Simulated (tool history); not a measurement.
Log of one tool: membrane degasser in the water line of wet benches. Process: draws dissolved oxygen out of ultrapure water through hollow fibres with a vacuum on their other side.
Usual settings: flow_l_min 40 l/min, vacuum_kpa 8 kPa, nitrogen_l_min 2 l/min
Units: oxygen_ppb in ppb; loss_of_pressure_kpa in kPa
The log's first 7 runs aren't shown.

run    hour  flow_l_min  vacuum_kpa  nitrogen_l_min  oxygen_ppb  loss_of_pressure_kpa
  8  1147.2          40       10.96               2       341.6                 68.72
  9  1357.7          40       10.96               2       343.8                 68.61
 10    1559          40       10.96               2       348.8                 68.89
 11  1688.4          40       10.96               2       344.4                 68.56
 12  1787.3          40       10.96               2       353.4                 69.19
     1926.2  -- seals of the vacuum lines changed
 13  1988.8          40       10.96               2       345.2                 68.67
 14    2143          40           8               2       218.7                 68.78
 15  2335.9          40           8               2       219.7                 68.96
 16  2490.2          40           8               2       220.6                 68.96
 17    2605          25        5.92            4.04        44.1                 43.07
 18  2704.1          33        7.78               2       175.9                 57.27
 19  2854.9          40       15.35            3.65       316.9                 69.73
 20  2971.7          26       12.08            3.65       155.8                 44.84
 21  3202.8          26       12.08            3.65       153.1                 45.21
 22  3299.2          33           8            1.61       224.2                 57.18
 23  3518.8          33        6.69            1.64       168.5                  57.4
 24  3711.4          49        5.96            1.27       237.6                 85.78
 25    3926          49        5.96            1.27       238.9                 85.02
 26  4155.6          34        8.09            1.46         260                 59.04
 27  4318.8          34           8            4.83        90.1                 59.28
 28  4477.5          34       14.14            4.83       189.1                 59.01
 29  4694.9          25        11.6             1.1       415.5                 43.77
 30  4809.8          42        11.6            5.87       155.3                 73.29
 31  5039.2          42        7.59            0.82       442.8                 73.07
 32    5145          39           8               2       226.5                 67.59

4 ways to go on from here, each from the tool as it stands after run 32. What would each give?
  A  5360.6          44       12.12               2           ?                     ?
  B  5360.6          40           8             1.9           ?                     ?
  C  5360.6          51           8               2           ?                     ?
  D  5360.6          33        8.51             0.9           ?                     ?

run  oxygen_ppb  loss_of_pressure_kpa
  A       436.4                 76.92
  B       239.2                 70.28
  C       290.2                 89.46
  D       403.5                 57.88
Without the tool's hidden state the same runs would have given:
run  oxygen_ppb  loss_of_pressure_kpa
  A       418.3                 74.38
  B       221.9                 67.96
  C         269                 86.53
  D       378.7                 55.97

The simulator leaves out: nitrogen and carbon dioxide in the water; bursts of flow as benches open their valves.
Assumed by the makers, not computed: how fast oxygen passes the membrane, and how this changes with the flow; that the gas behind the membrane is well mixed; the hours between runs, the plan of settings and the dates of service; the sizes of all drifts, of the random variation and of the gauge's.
